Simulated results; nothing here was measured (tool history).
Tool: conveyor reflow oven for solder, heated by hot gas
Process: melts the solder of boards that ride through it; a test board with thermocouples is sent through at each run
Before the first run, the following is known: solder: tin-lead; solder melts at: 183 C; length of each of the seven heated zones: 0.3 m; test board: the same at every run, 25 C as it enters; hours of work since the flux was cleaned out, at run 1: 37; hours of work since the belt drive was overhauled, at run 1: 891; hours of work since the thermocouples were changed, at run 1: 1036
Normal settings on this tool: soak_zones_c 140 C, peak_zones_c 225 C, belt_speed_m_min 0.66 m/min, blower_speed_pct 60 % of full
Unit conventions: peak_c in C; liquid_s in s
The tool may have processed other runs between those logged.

run   hour  soak_zones_c  peak_zones_c  belt_speed_m_min  blower_speed_pct  hours of work since the flux was cleaned out  hours of work since the belt drive was overhauled  hours of work since the thermocouples were changed  peak_c  liquid_s
  1      0           140           225              0.66                60                                            37                                                891                                                1036   207.9      35.2
  2   30.8           140           225              0.66                60                                            53                                                906                                                1052   208.1      34.9
  3   65.5           140           225              0.66                60                                            70                                                924                                                1070   208.2        35
  4   91.3           140           225              0.66                60                                            83                                                937                                                1083   207.9      34.7
  5  129.5           140           225              0.66                60                                           103                                                956                                                1102     208      35.3
  6  152.1           139           225              0.66                60                                           114                                                968                                                1113   207.5      34.8
  7  187.1           139           225              0.66                60                                           132                                                985                                                1131   207.3      34.4
  8  215.5           125           225              0.66                60                                           146                                               1000                                                1145   204.6      28.7
     248.2  -- flux residue cleaned out of gas plates and filters
  9  251.7           125           225              0.66                60                                             2                                               1015                                                1161   204.8        29
 10  280.4           140           225              0.66                60                                            16                                               1030                                                1176   207.9      35.3
 11  305.2           140           225             0.734                60                                            29                                               1042                                                1188     204        28
 12  340.7           140           225              0.66                56                                            47                                               1060                                                1206   206.3      33.6
 13  373.6           140           225              0.66                56                                            63                                               1077                                                1223     206      33.6
     402.9  -- thermocouples of zones 6 and 7 changed
 14  424.7           140           225              0.66                60                                            88                                               1102                                                  11   207.8      34.9
 15    448           140           225              0.66                60                                           100                                               1114                                                  23   207.3      34.4
 16  498.8           137           217             0.706                60                                           126                                               1139                                                  48     198      23.7
 17  520.8           126           238             0.768                64                                           137                                               1150                                                  60   210.8      28.5
 18  543.5           126           238             0.768                64                                           148                                               1162                                                  71   211.3      28.3
     571.5  -- flux residue cleaned out of gas plates and filters
 19  586.4           127           225             0.741                60                                             8                                               1181                                                  90   200.3      22.3
 20  634.4           142           227             0.577                69                                            32                                               1205                                                 114   215.9      48.2
 21  666.6           142           227             0.577                69                                            48                                               1222                                                 131   216.2        48
 22  687.1           140           216              0.66                65                                            58                                               1232                                                 141   201.5      30.5
 23  722.8           140           236             0.743                60                                            76                                               1250                                                 159   212.4      33.6
 24  756.2           141           229             0.655                51                                            93                                               1267                                                 176   208.1      34.7
 25  785.1           141           229             0.655                51                                           108                                               1281                                                 191   207.9      35.1
 26  818.9           153           229             0.655                51                                           125                                               1299                                                 208   210.8        41
 27  845.9           149           218             0.642                52                                           139                                               1312                                                 221   201.7      33.7
 28  869.2           140           225              0.66                70                                           150                                               1324                                                 233   210.5      37.3
       894  -- flux residue cleaned out of gas plates and filters
 29    897           136           225             0.755                56                                             2                                               1335                                                 245   199.9      22.8
 30  927.9           136           225               0.7                87                                            17                                               1351                                                 260   212.1      36.1

Here are 4 independent what-if runs from the current tool condition. What would each one return?
  A  957.9           153           225               0.7                87                                            32                                               1366                                                 275       ?         ?
  B  957.9           136           225             0.612                87                                            32                                               1366                                                 275       ?         ?
  C  957.9           136           225             0.772                87                                            32                                               1366                                                 275       ?         ?
  D  957.9           136           233             0.569                87                                            32                                               1366                                                 275       ?         ?

run  peak_c  liquid_s
  A   215.1        42
  B   215.5      44.3
  C     210      30.8
  D   224.6      52.5
Without the tool's unlogged condition, the same runs would have read:
run  peak_c  liquid_s
  A   215.1      41.9
  B   215.5      44.2
  C     210      30.7
  D   224.5      52.5
